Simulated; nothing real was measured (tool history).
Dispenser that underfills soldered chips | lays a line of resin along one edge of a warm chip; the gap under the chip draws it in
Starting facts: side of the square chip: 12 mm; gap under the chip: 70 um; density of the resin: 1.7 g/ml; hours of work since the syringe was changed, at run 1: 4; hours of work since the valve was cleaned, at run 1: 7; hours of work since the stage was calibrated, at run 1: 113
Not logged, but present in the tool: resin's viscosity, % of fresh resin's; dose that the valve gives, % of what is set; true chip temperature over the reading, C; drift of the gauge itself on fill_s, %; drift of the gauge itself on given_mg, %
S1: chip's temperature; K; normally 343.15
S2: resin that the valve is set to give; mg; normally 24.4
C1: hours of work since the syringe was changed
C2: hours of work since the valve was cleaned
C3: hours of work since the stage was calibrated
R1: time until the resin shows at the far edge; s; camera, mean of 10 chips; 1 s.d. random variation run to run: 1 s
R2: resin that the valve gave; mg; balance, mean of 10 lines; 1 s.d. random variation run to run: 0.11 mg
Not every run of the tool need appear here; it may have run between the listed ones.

run   hour      S1    S2  C1   C2   C3     R1     R2
  1    0.0  343.15  24.4   4    7  113  113.1  24.14
       3.6  -- new syringe of resin
  2   11.8  343.15  24.4   6   14  121  125.3  24.13
      12.9  -- new syringe of resin
  3   19.8  343.15  24.4   5   20  126  117.5  23.93
      21.9  -- new syringe of resin
      31.0  -- new syringe of resin
  4   33.3  343.15  24.4   2   28  135  100.4  24.07
      40.4  -- new syringe of resin
  5   46.7  329.15  24.4   4   37  144  218.7  23.74
      49.7  -- new syringe of resin
  6   57.9  329.15  24.4   6   45  151  226.9  23.30
      59.2  -- new syringe of resin
      69.2  -- new syringe of resin
  7   71.1  344.15  24.4   1   53  160   96.8  23.33
  8   76.8  343.15  24.4   5   57  164  118.6  23.42
      78.2  -- new syringe of resin
  9   85.1  345.15  25.4   5   62  169  106.0  24.18
      87.4  -- new syringe of resin
 10   92.6  345.15  25.4   4   67  174  100.9  24.32
      97.4  -- new syringe of resin
 11  103.0  345.15  25.4   4   74  181  102.9  23.92
     106.9  -- new syringe of resin
     115.8  -- new syringe of resin
 12  117.1  345.15  25.4   1   83  190   88.3  23.85
 13  123.8  345.15  25.4   5   88  194  109.7  23.66
     125.2  -- new syringe of resin
     134.9  -- new syringe of resin
 14  137.8  345.15  25.4   2   97  203   97.0  23.62
     144.0  -- new syringe of resin
 15  147.0  335.15  23.5   2  103  209  149.4  21.73

Alternative continuations, all from the tool just after run 15; predict every row:
     153.3  -- new syringe of resin
  A  160.2  350.15  30.6   5  111  218   ?   ?
     153.3  -- new syringe of resin
  B  160.2  339.15  24.4   5  111  218   ?   ?
     153.3  -- new syringe of resin
  C  160.2  339.15  22.3   5  111  218   ?   ?
     153.3  -- new syringe of resin
  D  160.2  340.15  24.4   5  111  218   ?   ?
     153.3  -- new syringe of resin
  E  160.2  350.15  22.2   5  111  218   ?   ?

run     R1     R2
  A   82.4  28.20
  B  138.3  22.34
  C  144.0  20.62
  D  134.3  22.53
  E   89.5  20.20
Stripped of hidden state, with their random variation kept, the same runs would have yielded:
run     R1     R2
  A   68.0  30.68
  B  112.7  24.30
  C  116.4  22.42
  D  109.4  24.49
  E   72.2  21.98
